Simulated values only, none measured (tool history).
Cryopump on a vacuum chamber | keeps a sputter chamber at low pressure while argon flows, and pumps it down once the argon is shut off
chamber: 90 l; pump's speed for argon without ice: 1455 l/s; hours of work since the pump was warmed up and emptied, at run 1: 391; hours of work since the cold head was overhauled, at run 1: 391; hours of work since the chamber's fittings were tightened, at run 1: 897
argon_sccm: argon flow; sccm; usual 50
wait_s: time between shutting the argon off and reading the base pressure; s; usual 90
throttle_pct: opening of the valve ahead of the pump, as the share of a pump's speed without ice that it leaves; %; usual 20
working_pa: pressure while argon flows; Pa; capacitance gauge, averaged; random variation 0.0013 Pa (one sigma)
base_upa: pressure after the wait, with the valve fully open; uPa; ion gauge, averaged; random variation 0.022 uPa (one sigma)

run,day,argon_sccm,wait_s,throttle_pct,hours of work since the pump was warmed up and emptied,hours of work since the cold head was overhauled,hours of work since the chamber's fittings were tightened,working_pa,base_upa
1,0,50,90,20,391,391,897,0.2966,1.71
2,0.379,50,90,20,398,398,904,0.2987,1.66
3,1.088,88,90,20,411,411,917,0.5278,1.79
4,1.779,88,90,20,423,423,929,0.5272,1.73
5,2.1,50,90,20,429,429,935,0.2986,1.69
6,2.662,50,90,20,439,439,945,0.3007,1.75
7,3.208,50,160,20,449,449,955,0.3005,1.62
8,3.688,50,160,20,458,458,964,0.2998,1.63
9,4.271,50,137,20,468,468,974,0.2973,1.67
10,4.938,50,90,20,481,481,986,0.3046,1.85
11,5.55,50,90,20,492,492,997,0.3019,1.84
12,6.133,50,90,49,502,502,1008,0.1291,1.93
13,6.488,50,47,49,509,509,1014,0.1307,2.18
14,6.938,50,90,20,517,517,1022,0.3042,1.92
15,7.517,50,57,20,527,527,1033,0.3025,2.13
16,8.188,50,57,20,539,539,1045,0.3017,2.12
17,8.833,50,57,20,551,551,1057,0.3002,2.25
18,9.483,50,57,20,563,563,1068,0.3028,2.14
19,9.95,30,266,23,571,571,1077,0.1592,1.74
20,10.304,30,266,23,578,578,1083,0.1588,1.74
21,10.679,85,75,20,584,584,1090,0.5164,2.14
22,11.358,24,75,19,597,597,1102,0.1536,2.1
23,11.667,24,250,19,602,602,1108,0.1539,1.84
24,12.012,24,63,15,609,609,1114,0.1943,2.25
25,12.488,24,63,15,617,617,1123,0.1937,2.26
26,13.121,35,137,20,629,629,1134,0.214,2.02
27,13.842,92,257,20,642,642,1147,0.562,1.88
28,14.538,50,79,16,654,654,1160,0.378,2.26
29,15.133,50,79,37,665,665,1171,0.1722,2.14
30,15.754,78,73,55,676,676,1182,0.1905,2.31
31,16.267,32,72,19,686,686,1191,0.2062,2.32
32,16.867,25,24,23,696,696,1202,0.1355,3.24
33,17.192,25,24,23,702,702,1208,0.1355,3.28
34,17.558,50,198,15,709,709,1215,0.4028,2.05
35,18.262,72,87,19,722,722,1227,0.4655,2.28

Forecast each of these 3 alternatives for the next run:
A,18.862,41,87,19,733,733,1238,?,?
B,18.862,92,192,17,733,733,1238,?,?
C,18.862,46,74,23,733,733,1238,?,?

run,working_pa,base_upa
A,0.265,2.32
B,0.6587,2.14
C,0.2483,2.4
Without the tool's hidden state the same runs would have given:
run,working_pa,base_upa
A,0.2501,0.57
B,0.6254,0.4
C,0.2316,0.62
